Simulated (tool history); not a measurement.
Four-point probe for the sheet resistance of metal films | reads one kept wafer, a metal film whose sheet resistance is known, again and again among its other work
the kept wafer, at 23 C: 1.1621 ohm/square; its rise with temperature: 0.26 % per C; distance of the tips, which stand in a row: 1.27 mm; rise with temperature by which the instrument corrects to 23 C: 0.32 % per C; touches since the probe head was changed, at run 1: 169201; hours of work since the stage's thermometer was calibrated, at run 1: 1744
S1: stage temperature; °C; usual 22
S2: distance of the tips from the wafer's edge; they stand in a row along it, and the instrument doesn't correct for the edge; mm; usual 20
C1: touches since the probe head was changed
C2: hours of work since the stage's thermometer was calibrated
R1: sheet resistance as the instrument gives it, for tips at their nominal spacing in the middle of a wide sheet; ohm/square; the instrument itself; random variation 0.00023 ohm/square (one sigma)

run,hour,S1,S2,C1,C2,R1
1,0,22,20,169201,1744,1.167703
2,95,22,20,175315,1812,1.168436
3,155.6,22,20,179209,1855,1.168698
4,220.8,22,20,183408,1902,1.16932
5,296.6,22,11,188283,1956,1.175027
6,388.9,22,11,194219,2022,1.17564
7,463.9,22,11,199049,2076,1.176156
8,548.1,22,11,204464,2136,1.175889
9,621.7,22,11,209199,2189,1.176657
# hour 652.2: new probe head fitted
10,732,22,22,5135,2267,1.164604
11,801.6,28,28,9614,2317,1.160086
12,851.9,28,28,12846,2353,1.160114
13,902.5,29,30,16101,2389,1.159624
14,1004.9,29,6,22694,2463,1.186402
# hour 1072.5: stage's thermometer calibrated
15,1077.7,29,6,27340,4,1.185601
16,1164.4,20,6,32920,66,1.192932
17,1268.8,20,6,39641,141,1.193443
18,1353.3,33,14,45073,201,1.161739
19,1445.6,22,3,51011,267,1.266658

3 ways to go on from here, each from the tool as it stands after run 19. What would each give?
A,1517.1,34,3,55611,318,?
B,1517.1,22,17,55611,318,?
C,1517.1,28,50,55611,318,?

run,R1
A,1.257832
B,1.169057
C,1.161431
Without the tool's hidden state the same runs would have given:
run,R1
A,1.255017
B,1.166419
C,1.158812
